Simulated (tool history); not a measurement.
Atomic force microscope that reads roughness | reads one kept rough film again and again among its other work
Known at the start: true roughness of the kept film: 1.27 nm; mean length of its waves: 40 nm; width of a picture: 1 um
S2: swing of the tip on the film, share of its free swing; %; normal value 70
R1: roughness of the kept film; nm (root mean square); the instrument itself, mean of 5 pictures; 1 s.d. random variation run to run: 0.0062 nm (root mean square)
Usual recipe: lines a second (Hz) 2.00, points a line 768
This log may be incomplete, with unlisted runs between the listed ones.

Run 1, hour 0.0: usual settings. Result: R1 1.148 nm (root mean square).
Run 2, hour 24.9: usual settings. Result: R1 1.140 nm (root mean square).
Run 3, hour 40.9: usual settings but points a line 335. Result: R1 1.140 nm (root mean square).
Run 4, hour 58.1: usual settings but points a line 335. Result: R1 1.134 nm (root mean square).
Run 5, hour 82.7: usual settings but lines a second (Hz) 1.51. Result: R1 1.139 nm (root mean square).
Run 6, hour 111.3: usual settings but S2 74 %. Result: R1 1.108 nm (root mean square).
At hour 124.0: new tip fitted.
Run 7, hour 137.1: usual settings but S2 74 %. Result: R1 1.177 nm (root mean square).
Run 8, hour 167.9: usual settings but S2 74 %. Result: R1 1.159 nm (root mean square).
Run 9, hour 189.4: usual settings but lines a second (Hz) 0.65. Result: R1 1.200 nm (root mean square).
Run 10, hour 210.4: usual settings but lines a second (Hz) 0.65, points a line 325. Result: R1 1.198 nm (root mean square).
Run 11, hour 246.9: usual settings but lines a second (Hz) 0.65, points a line 325. Result: R1 1.179 nm (root mean square).
Run 12, hour 266.6: usual settings but lines a second (Hz) 0.65, points a line 325. Result: R1 1.172 nm (root mean square).
Run 13, hour 293.1: usual settings but lines a second (Hz) 0.65, points a line 325. Result: R1 1.169 nm (root mean square).
Run 14, hour 309.8: usual settings but lines a second (Hz) 1.17, S2 74 %, points a line 325. Result: R1 1.138 nm (root mean square).
Run 15, hour 325.0: usual settings but lines a second (Hz) 1.17, S2 74 %, points a line 325. Result: R1 1.133 nm (root mean square).
Run 16, hour 346.3: usual settings but lines a second (Hz) 2.99, S2 66 %, points a line 587. Result: R1 1.106 nm (root mean square).
Run 17, hour 370.3: usual settings but lines a second (Hz) 1.22, S2 66 %, points a line 587. Result: R1 1.138 nm (root mean square).
At hour 380.1: new tip fitted.
Run 18, hour 386.3: usual settings but lines a second (Hz) 1.22, S2 66 %, points a line 587. Result: R1 1.207 nm (root mean square).
Run 19, hour 402.8: usual settings but lines a second (Hz) 1.22, S2 66 %, points a line 587. Result: R1 1.207 nm (root mean square).

Forecast each of these 4 alternatives for the next run:
Run A, hour 437.0: usual settings but lines a second (Hz) 0.98, S2 56 %, points a line 942. Result: R1 ?.
Run B, hour 437.0: usual settings but lines a second (Hz) 2.21, S2 66 %, points a line 587. Result: R1 ?.
Run C, hour 437.0: usual settings but points a line 763. Result: R1 ?.
Run D, hour 437.0: usual settings but S2 87 %, points a line 403. Result: R1 ?.

run     R1
  A  1.220
  B  1.173
  C  1.164
  D  1.097
Stripped of hidden state, with their random variation kept, the same runs would have yielded:
run     R1
  A  1.236
  B  1.188
  C  1.179
  D  1.112

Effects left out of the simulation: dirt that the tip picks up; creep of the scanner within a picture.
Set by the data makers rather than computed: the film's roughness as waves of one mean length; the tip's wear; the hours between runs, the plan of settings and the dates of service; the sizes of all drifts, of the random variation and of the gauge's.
